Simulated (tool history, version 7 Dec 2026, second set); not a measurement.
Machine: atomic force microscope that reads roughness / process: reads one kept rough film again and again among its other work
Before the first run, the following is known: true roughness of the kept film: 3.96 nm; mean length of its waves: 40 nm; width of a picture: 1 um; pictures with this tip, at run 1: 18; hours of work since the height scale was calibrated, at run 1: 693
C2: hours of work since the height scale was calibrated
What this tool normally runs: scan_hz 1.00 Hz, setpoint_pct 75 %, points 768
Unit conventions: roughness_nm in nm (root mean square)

run 1 hour=0.0 | scan_hz=1.00 setpoint_pct=75 points=768 | pictures_with_this_tip=18 C2=693 | roughness_nm=3.468
run 2 hour=14.5 | scan_hz=1.00 setpoint_pct=75 points=768 | pictures_with_this_tip=49 C2=704 | roughness_nm=3.297
-- hour=28.5 new tip fitted
run 3 hour=38.8 | scan_hz=1.00 setpoint_pct=75 points=768 | pictures_with_this_tip=22 C2=722 | roughness_nm=3.466
-- hour=67.5 new tip fitted
run 4 hour=67.5 | scan_hz=1.00 setpoint_pct=75 points=768 | pictures_with_this_tip=0 C2=743 | roughness_nm=3.589
run 5 hour=87.2 | scan_hz=1.00 setpoint_pct=59 points=768 | pictures_with_this_tip=42 C2=757 | roughness_nm=3.419
-- hour=104.5 new tip fitted
run 6 hour=110.3 | scan_hz=1.00 setpoint_pct=75 points=768 | pictures_with_this_tip=12 C2=774 | roughness_nm=3.497
-- hour=143.1 new tip fitted
run 7 hour=146.4 | scan_hz=1.00 setpoint_pct=73 points=768 | pictures_with_this_tip=7 C2=800 | roughness_nm=3.579
run 8 hour=164.0 | scan_hz=1.00 setpoint_pct=73 points=768 | pictures_with_this_tip=45 C2=813 | roughness_nm=3.293
-- hour=180.1 new tip fitted
run 9 hour=180.1 | scan_hz=1.00 setpoint_pct=73 points=768 | pictures_with_this_tip=0 C2=825 | roughness_nm=3.599
run 10 hour=195.4 | scan_hz=1.00 setpoint_pct=73 points=768 | pictures_with_this_tip=33 C2=836 | roughness_nm=3.364
run 11 hour=212.1 | scan_hz=1.28 setpoint_pct=75 points=768 | pictures_with_this_tip=69 C2=849 | roughness_nm=3.116
-- hour=217.3 new tip fitted
run 12 hour=236.6 | scan_hz=1.28 setpoint_pct=75 points=768 | pictures_with_this_tip=41 C2=867 | roughness_nm=3.329
-- hour=255.5 new tip fitted
run 13 hour=261.1 | scan_hz=1.00 setpoint_pct=80 points=768 | pictures_with_this_tip=12 C2=884 | roughness_nm=3.473
-- hour=292.7 new tip fitted
run 14 hour=292.7 | scan_hz=1.00 setpoint_pct=75 points=768 | pictures_with_this_tip=0 C2=907 | roughness_nm=3.613
run 15 hour=321.4 | scan_hz=1.00 setpoint_pct=75 points=768 | pictures_with_this_tip=62 C2=929 | roughness_nm=3.245
-- hour=330.5 new tip fitted
run 16 hour=354.5 | scan_hz=1.00 setpoint_pct=75 points=768 | pictures_with_this_tip=52 C2=953 | roughness_nm=3.274
-- hour=367.3 new tip fitted
run 17 hour=383.1 | scan_hz=1.00 setpoint_pct=75 points=768 | pictures_with_this_tip=34 C2=974 | roughness_nm=3.395
run 18 hour=398.0 | scan_hz=1.00 setpoint_pct=75 points=441 | pictures_with_this_tip=65 C2=985 | roughness_nm=3.176
-- hour=406.0 new tip fitted
run 19 hour=422.1 | scan_hz=1.00 setpoint_pct=75 points=441 | pictures_with_this_tip=34 C2=1002 | roughness_nm=3.366
-- hour=443.5 new tip fitted
run 20 hour=456.4 | scan_hz=1.00 setpoint_pct=75 points=441 | pictures_with_this_tip=27 C2=1027 | roughness_nm=3.358
-- hour=480.9 new tip fitted
run 21 hour=486.5 | scan_hz=1.00 setpoint_pct=75 points=768 | pictures_with_this_tip=12 C2=1049 | roughness_nm=3.483
-- hour=518.8 new tip fitted
run 22 hour=519.3 | scan_hz=1.00 setpoint_pct=80 points=768 | pictures_with_this_tip=1 C2=1073 | roughness_nm=3.517
run 23 hour=550.7 | scan_hz=1.00 setpoint_pct=75 points=768 | pictures_with_this_tip=68 C2=1097 | roughness_nm=3.163
-- hour=553.4 height scale calibrated on a step standard
-- hour=557.5 new tip fitted
run 24 hour=578.4 | scan_hz=1.00 setpoint_pct=75 points=768 | pictures_with_this_tip=45 C2=18 | roughness_nm=3.311
-- hour=595.9 new tip fitted
run 25 hour=598.3 | scan_hz=2.57 setpoint_pct=62 points=985 | pictures_with_this_tip=5 C2=33 | roughness_nm=3.547
run 26 hour=616.0 | scan_hz=2.57 setpoint_pct=62 points=985 | pictures_with_this_tip=43 C2=46 | roughness_nm=3.289
-- hour=634.0 new tip fitted
run 27 hour=647.9 | scan_hz=2.57 setpoint_pct=62 points=985 | pictures_with_this_tip=30 C2=69 | roughness_nm=3.382
-- hour=670.9 new tip fitted
run 28 hour=675.5 | scan_hz=1.00 setpoint_pct=57 points=768 | pictures_with_this_tip=10 C2=89 | roughness_nm=3.643
-- hour=693.2 height scale calibrated on a step standard, once more
run 29 hour=701.2 | scan_hz=1.00 setpoint_pct=57 points=768 | pictures_with_this_tip=63 C2=6 | roughness_nm=3.308
-- hour=709.9 new tip fitted
run 30 hour=722.6 | scan_hz=1.00 setpoint_pct=57 points=768 | pictures_with_this_tip=27 C2=21 | roughness_nm=3.496
run 31 hour=737.6 | scan_hz=1.00 setpoint_pct=57 points=768 | pictures_with_this_tip=59 C2=33 | roughness_nm=3.291
-- hour=746.6 new tip fitted
run 32 hour=772.1 | scan_hz=0.51 setpoint_pct=56 points=581 | pictures_with_this_tip=54 C2=58 | roughness_nm=3.399
-- hour=784.2 new tip fitted
run 33 hour=800.0 | scan_hz=0.78 setpoint_pct=56 points=853 | pictures_with_this_tip=34 C2=78 | roughness_nm=3.508
run 34 hour=819.3 | scan_hz=0.78 setpoint_pct=56 points=853 | pictures_with_this_tip=75 C2=92 | roughness_nm=3.257
-- hour=822.6 new tip fitted
run 35 hour=836.2 | scan_hz=0.64 setpoint_pct=77 points=853 | pictures_with_this_tip=29 C2=105 | roughness_nm=3.435
run 36 hour=858.3 | scan_hz=0.64 setpoint_pct=77 points=853 | pictures_with_this_tip=77 C2=121 | roughness_nm=3.178
-- hour=861.6 new tip fitted
run 37 hour=879.0 | scan_hz=3.96 setpoint_pct=77 points=523 | pictures_with_this_tip=37 C2=136 | roughness_nm=3.000
run 38 hour=894.1 | scan_hz=3.65 setpoint_pct=60 points=768 | pictures_with_this_tip=69 C2=147 | roughness_nm=3.119
-- hour=899.5 new tip fitted
run 39 hour=913.6 | scan_hz=3.65 setpoint_pct=60 points=768 | pictures_with_this_tip=30 C2=161 | roughness_nm=3.349
run 40 hour=929.1 | scan_hz=1.51 setpoint_pct=55 points=334 | pictures_with_this_tip=63 C2=173 | roughness_nm=3.252
-- hour=938.1 new tip fitted
run 41 hour=958.5 | scan_hz=1.76 setpoint_pct=70 points=305 | pictures_with_this_tip=44 C2=194 | roughness_nm=3.303
-- hour=976.6 new tip fitted
run 42 hour=984.3 | scan_hz=0.65 setpoint_pct=70 points=714 | pictures_with_this_tip=17 C2=213 | roughness_nm=3.579
-- hour=1014.5 new tip fitted
run 43 hour=1016.3 | scan_hz=1.00 setpoint_pct=86 points=523 | pictures_with_this_tip=3 C2=236 | roughness_nm=3.511
run 44 hour=1039.3 | scan_hz=1.00 setpoint_pct=75 points=550 | pictures_with_this_tip=53 C2=253 | roughness_nm=3.269
-- hour=1053.0 new tip fitted
run 45 hour=1055.9 | scan_hz=2.03 setpoint_pct=75 points=653 | pictures_with_this_tip=6 C2=265 | roughness_nm=3.456

Here are 4 independent what-if runs from the current tool condition. What would each one return?
run A hour=1078.2 | scan_hz=1.00 setpoint_pct=75 points=945 | pictures_with_this_tip=54 C2=282 | roughness_nm=?
run B hour=1078.2 | scan_hz=0.82 setpoint_pct=75 points=653 | pictures_with_this_tip=54 C2=282 | roughness_nm=?
run C hour=1078.2 | scan_hz=2.27 setpoint_pct=75 points=320 | pictures_with_this_tip=54 C2=282 | roughness_nm=?
run D hour=1078.2 | scan_hz=2.03 setpoint_pct=65 points=653 | pictures_with_this_tip=54 C2=282 | roughness_nm=?

run=A roughness_nm=3.276
run=B roughness_nm=3.290
run=C roughness_nm=3.131
run=D roughness_nm=3.246
Without the tool's unlogged condition, the same runs would have read:
run=A roughness_nm=3.640
run=B roughness_nm=3.657
run=C roughness_nm=3.479
run=D roughness_nm=3.607
